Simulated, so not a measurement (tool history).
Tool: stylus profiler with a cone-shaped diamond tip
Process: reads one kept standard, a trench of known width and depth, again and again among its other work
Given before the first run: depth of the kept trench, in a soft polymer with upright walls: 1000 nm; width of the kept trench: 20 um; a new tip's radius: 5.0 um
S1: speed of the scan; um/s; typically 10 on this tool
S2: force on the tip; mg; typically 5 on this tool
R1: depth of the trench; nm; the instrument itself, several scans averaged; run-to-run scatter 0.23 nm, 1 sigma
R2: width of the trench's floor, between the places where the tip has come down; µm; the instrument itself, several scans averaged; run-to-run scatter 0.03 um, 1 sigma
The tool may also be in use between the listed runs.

run 1 day=0 | S1=10 S2=5 | R1=1026.34 R2=13.97
run 2 day=2.754 | S1=10 S2=5 | R1=1025.97 R2=13.91
run 3 day=4.65 | S1=10 S2=5 | R1=1026.06 R2=13.99
run 4 day=6.838 | S1=10 S2=5 | R1=1025.88 R2=14.01
run 5 day=9.729 | S1=6 S2=5 | R1=1026.07 R2=13.95
run 6 day=12.362 | S1=4 S2=5 | R1=1026.17 R2=13.92
run 7 day=15.075 | S1=10 S2=5.84 | R1=1028.91 R2=13.96
run 8 day=17.925 | S1=10 S2=2.06 | R1=1014.73 R2=13.93
run 9 day=20.733 | S1=10 S2=2.06 | R1=1014.65 R2=13.93
run 10 day=23.646 | S1=10 S2=2.06 | R1=1014.55 R2=13.92
run 11 day=26.254 | S1=10 S2=2.06 | R1=1014.63 R2=13.96
run 12 day=27.779 | S1=10 S2=2.06 | R1=1014.19 R2=13.91
run 13 day=29.933 | S1=10 S2=2.06 | R1=1014.6 R2=13.94
run 14 day=32.804 | S1=10 S2=2.06 | R1=1014.61 R2=13.9
run 15 day=34.396 | S1=10 S2=5 | R1=1026.26 R2=13.97
run 16 day=35.821 | S1=10 S2=5 | R1=1026.94 R2=13.95
run 17 day=37.6 | S1=10 S2=5 | R1=1026.19 R2=13.9
run 18 day=40.004 | S1=9 S2=5 | R1=1026.17 R2=13.87
-- day=40.267 new tip fitted, height scale calibrated
run 19 day=41.508 | S1=9 S2=5 | R1=1025.96 R2=13.94
run 20 day=44.346 | S1=6 S2=2.57 | R1=1016.86 R2=13.93
run 21 day=46.592 | S1=6 S2=2.57 | R1=1016.84 R2=13.92
run 22 day=47.892 | S1=15 S2=7.27 | R1=1034.17 R2=13.93
run 23 day=49.517 | S1=3 S2=12.27 | R1=1048.03 R2=13.93
run 24 day=50.717 | S1=3 S2=12.27 | R1=1047.97 R2=14.02
run 25 day=52.412 | S1=15 S2=3.85 | R1=1022.11 R2=13.94
run 26 day=53.725 | S1=31 S2=5.17 | R1=1027.31 R2=13.8
run 27 day=55.85 | S1=31 S2=5.17 | R1=1027.11 R2=13.88
run 28 day=57.233 | S1=4 S2=2.07 | R1=1014.68 R2=13.96
run 29 day=60.042 | S1=4 S2=2.07 | R1=1014.49 R2=13.94
run 30 day=62.121 | S1=17 S2=2.46 | R1=1016.21 R2=13.85
run 31 day=63.908 | S1=2 S2=7.02 | R1=1033.14 R2=13.99
run 32 day=66.158 | S1=3 S2=2.69 | R1=1017.22 R2=13.99
run 33 day=67.679 | S1=2 S2=5.36 | R1=1027.37 R2=14.01
run 34 day=69.296 | S1=29 S2=5 | R1=1026.23 R2=13.82
run 35 day=70.992 | S1=10 S2=3.99 | R1=1022.78 R2=13.89
run 36 day=73.788 | S1=12 S2=3.99 | R1=1022.02 R2=13.95
run 37 day=75.338 | S1=25 S2=4.41 | R1=1024.02 R2=13.95
run 38 day=78.212 | S1=13 S2=2.71 | R1=1017.16 R2=13.9

Alternative continuations, all from the tool just after run 38; predict every row:
run A day=81.05 | S1=10 S2=10.85 | R1=? R2=?
run B day=81.05 | S1=27 S2=2.71 | R1=? R2=?
run C day=81.05 | S1=3 S2=4.37 | R1=? R2=?
run D day=81.05 | S1=7 S2=4.07 | R1=? R2=?
run E day=81.05 | S1=12 S2=7.46 | R1=? R2=?

run=A R1=1044.28 R2=13.99
run=B R1=1017.99 R2=13.82
run=C R1=1023.86 R2=13.99
run=D R1=1022.88 R2=13.94
run=E R1=1034.47 R2=13.98
Stripped of hidden state, with their random variation kept, the same runs would have yielded:
run=A R1=1044.29 R2=14
run=B R1=1017.99 R2=13.83
run=C R1=1023.87 R2=14
run=D R1=1022.89 R2=13.94
run=E R1=1034.48 R2=13.98
